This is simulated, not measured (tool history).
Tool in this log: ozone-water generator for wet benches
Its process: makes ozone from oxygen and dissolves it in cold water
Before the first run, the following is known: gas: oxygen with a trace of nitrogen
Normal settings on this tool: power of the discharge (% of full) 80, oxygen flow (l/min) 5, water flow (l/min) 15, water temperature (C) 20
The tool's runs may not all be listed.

run    hour  power of the discharge (% of full)  oxygen flow (l/min)  water flow (l/min)  water temperature (C)  dissolved ozone (ppm)  ozone in the gas ahead of the water (g/m3)
  1       0                                  80                    5                  15                     20                   20.3                                         201
  2   113.4                                  50                    5                  15                     20                   15.1                                       150.1
  3   253.7                                  50                    5                  15                     20                   15.3                                       151.3
  4   366.8                                  50                    5                  15                     20                   15.1                                       148.7
  5     472                                  80                    5                  15                     20                   19.9                                       198.8
  6   612.1                                  80                    5                  15                     20                   19.6                                       199.7
  7   809.1                                  80                    5                  15                     20                   19.8                                       198.2
  8   897.8                                  60                 2.66                  19                     20                   12.3                                       212.4
     1016.1  -- contactor cleaned
  9  1096.6                                  72                 6.91                  15                     15                   22.9                                       160.3
 10  1269.3                                  72                 6.91                  14                     15                   23.6                                       160.6
 11  1397.9                                  79                    5                  15                     14                   23.4                                       194.3

What would each run have given without the hidden state, its run-to-run variation left as it was?
The hidden state here: yield of the discharge, % of new electrodes'; contactor's efficiency, % of a clean one's; true water temperature over the reading, C; drift of the gauge itself on ozone_ppm, %; drift of the gauge itself on gas_g_m3, %.
run  dissolved ozone (ppm)  ozone in the gas ahead of the water (g/m3)
  1                   25.1                                         226
  2                   18.2                                       163.7
  3                   18.4                                       165.4
  4                   18.3                                       163.1
  5                   25.1                                       226.4
  6                   24.9                                       228.6
  7                   25.3                                       228.1
  8                   15.5                                         239
  9                   26.4                                       184.4
 10                   27.4                                       185.6
 11                   27.5                                       227.1
